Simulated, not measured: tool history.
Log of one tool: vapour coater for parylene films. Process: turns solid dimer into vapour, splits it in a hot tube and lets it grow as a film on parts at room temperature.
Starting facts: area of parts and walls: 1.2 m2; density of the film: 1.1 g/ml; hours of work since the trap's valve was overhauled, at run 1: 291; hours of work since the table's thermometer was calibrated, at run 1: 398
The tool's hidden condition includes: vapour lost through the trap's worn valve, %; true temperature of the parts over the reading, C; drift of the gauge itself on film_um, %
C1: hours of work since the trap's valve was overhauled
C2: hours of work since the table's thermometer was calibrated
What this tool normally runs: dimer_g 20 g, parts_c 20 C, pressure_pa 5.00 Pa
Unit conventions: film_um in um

Run 1, hour 0.0: usual settings; C1 291; C2 398. Result: film_um 6.26 um.
At hour 9.5: trap's valve overhauled.
Run 2, hour 23.0: usual settings; C1 10; C2 412. Result: film_um 6.80 um.
Run 3, hour 35.7: usual settings; C1 19; C2 421. Result: film_um 6.86 um.
Run 4, hour 44.7: usual settings but pressure_pa 3.38 Pa; C1 26; C2 427. Result: film_um 7.07 um.
Run 5, hour 55.5: usual settings but pressure_pa 3.38 Pa; C1 33; C2 435. Result: film_um 7.08 um.
Run 6, hour 74.1: usual settings but pressure_pa 3.38 Pa; C1 47; C2 449. Result: film_um 7.04 um.
Run 7, hour 84.4: usual settings but pressure_pa 3.38 Pa; C1 54; C2 456. Result: film_um 7.05 um.
Run 8, hour 96.5: usual settings but pressure_pa 3.38 Pa; C1 63; C2 465. Result: film_um 7.03 um.
Run 9, hour 112.6: usual settings but pressure_pa 3.38 Pa; C1 75; C2 477. Result: film_um 6.93 um.
Run 10, hour 123.7: usual settings but pressure_pa 3.38 Pa; C1 83; C2 485. Result: film_um 6.97 um.
Run 11, hour 140.4: usual settings but pressure_pa 7.37 Pa; C1 95; C2 497. Result: film_um 6.50 um.
Run 12, hour 152.8: usual settings but pressure_pa 7.37 Pa; C1 104; C2 506. Result: film_um 6.43 um.
Run 13, hour 167.1: usual settings but pressure_pa 7.37 Pa; C1 114; C2 516. Result: film_um 6.42 um.
Run 14, hour 176.3: usual settings but pressure_pa 7.37 Pa; C1 121; C2 523. Result: film_um 6.46 um.
Run 15, hour 187.8: usual settings but pressure_pa 2.50 Pa; C1 129; C2 531. Result: film_um 6.98 um.
Run 16, hour 196.9: usual settings but pressure_pa 2.50 Pa; C1 136; C2 538. Result: film_um 7.07 um.
Run 17, hour 215.4: usual settings but pressure_pa 2.50 Pa; C1 149; C2 551. Result: film_um 7.00 um.
Run 18, hour 229.1: usual settings but pressure_pa 9.44 Pa; C1 159; C2 561. Result: film_um 6.19 um.
Run 19, hour 243.0: usual settings; C1 169; C2 571. Result: film_um 6.53 um.
Run 20, hour 255.7: usual settings but pressure_pa 6.19 Pa; C1 179; C2 580. Result: film_um 6.42 um.
Run 21, hour 270.8: usual settings; C1 190; C2 591. Result: film_um 6.48 um.
Run 22, hour 290.0: usual settings but dimer_g 19 g, parts_c 16 C, pressure_pa 5.77 Pa; C1 204; C2 605. Result: film_um 6.52 um.
Run 23, hour 301.6: usual settings but dimer_g 19 g, parts_c 16 C, pressure_pa 5.77 Pa; C1 212; C2 614. Result: film_um 6.59 um.
Run 24, hour 322.8: usual settings but dimer_g 13 g, parts_c 25 C, pressure_pa 2.28 Pa; C1 227; C2 629. Result: film_um 3.94 um.
Run 25, hour 333.4: usual settings but dimer_g 13 g, parts_c 25 C, pressure_pa 2.28 Pa; C1 235; C2 637. Result: film_um 3.92 um.
Run 26, hour 342.1: usual settings but dimer_g 13 g, parts_c 25 C, pressure_pa 2.28 Pa; C1 241; C2 643. Result: film_um 3.95 um.
Run 27, hour 352.3: usual settings but dimer_g 23 g, parts_c 14 C; C1 249; C2 651. Result: film_um 8.31 um.
Run 28, hour 368.0: usual settings but dimer_g 28 g, parts_c 14 C, pressure_pa 11.95 Pa; C1 260; C2 662. Result: film_um 9.42 um.
Run 29, hour 385.6: usual settings but dimer_g 28 g, parts_c 14 C, pressure_pa 11.95 Pa; C1 273; C2 675. Result: film_um 9.19 um.
Run 30, hour 399.1: usual settings but dimer_g 28 g, parts_c 14 C, pressure_pa 11.95 Pa; C1 283; C2 684. Result: film_um 9.31 um.
Run 31, hour 409.0: usual settings but dimer_g 8 g, parts_c 14 C, pressure_pa 3.23 Pa; C1 290; C2 692. Result: film_um 3.00 um.
At hour 419.5: trap's valve overhauled.
Run 32, hour 422.0: usual settings but dimer_g 8 g, parts_c 22 C, pressure_pa 4.62 Pa; C1 2; C2 698. Result: film_um 2.70 um.
Run 33, hour 436.2: usual settings but dimer_g 28 g, parts_c 22 C, pressure_pa 2.49 Pa; C1 12; C2 708. Result: film_um 9.94 um.
Run 34, hour 446.9: usual settings but dimer_g 28 g, parts_c 22 C, pressure_pa 2.49 Pa; C1 20; C2 716. Result: film_um 9.97 um.
Run 35, hour 467.0: usual settings but pressure_pa 10.57 Pa; C1 34; C2 731. Result: film_um 6.46 um.
Run 36, hour 483.5: usual settings but parts_c 14 C, pressure_pa 6.35 Pa; C1 46; C2 743. Result: film_um 7.75 um.
Run 37, hour 500.5: usual settings but pressure_pa 3.22 Pa; C1 59; C2 755. Result: film_um 7.15 um.
Run 38, hour 515.7: usual settings but dimer_g 15 g, parts_c 30 C, pressure_pa 4.55 Pa; C1 70; C2 766. Result: film_um 4.08 um.
Run 39, hour 526.8: usual settings but dimer_g 19 g, parts_c 25 C, pressure_pa 8.76 Pa; C1 78; C2 774. Result: film_um 5.56 um.
Run 40, hour 543.5: usual settings but dimer_g 22 g, parts_c 22 C; C1 90; C2 786. Result: film_um 7.12 um.
Run 41, hour 557.0: usual settings but dimer_g 22 g, parts_c 22 C; C1 100; C2 796. Result: film_um 7.02 um.

Some steps in film_um between neighbouring runs. How much of each would the tool show without its hidden state too (settings, what came in, random variation), and how much is left for the hidden state, with any gauge scatter that isn't in both results?
Run 1 -> 2: trap's valve overhauled. film_um +0.54 um: hidden state +0.72, all else -0.18.
Run 26 -> 27: dimer_g 13 -> 23, parts_c 25 -> 14, pressure_pa 2.28 -> 5.00. film_um +4.36 um: hidden state -0.43, all else +4.79.
Run 30 -> 31: dimer_g 28 -> 8, pressure_pa 11.95 -> 3.23. film_um -6.31 um: hidden state +0.70, all else -7.01.
Run 32 -> 33: dimer_g 8 -> 28, pressure_pa 4.62 -> 2.49. film_um +7.24 um: hidden state +0.05, all else +7.19.
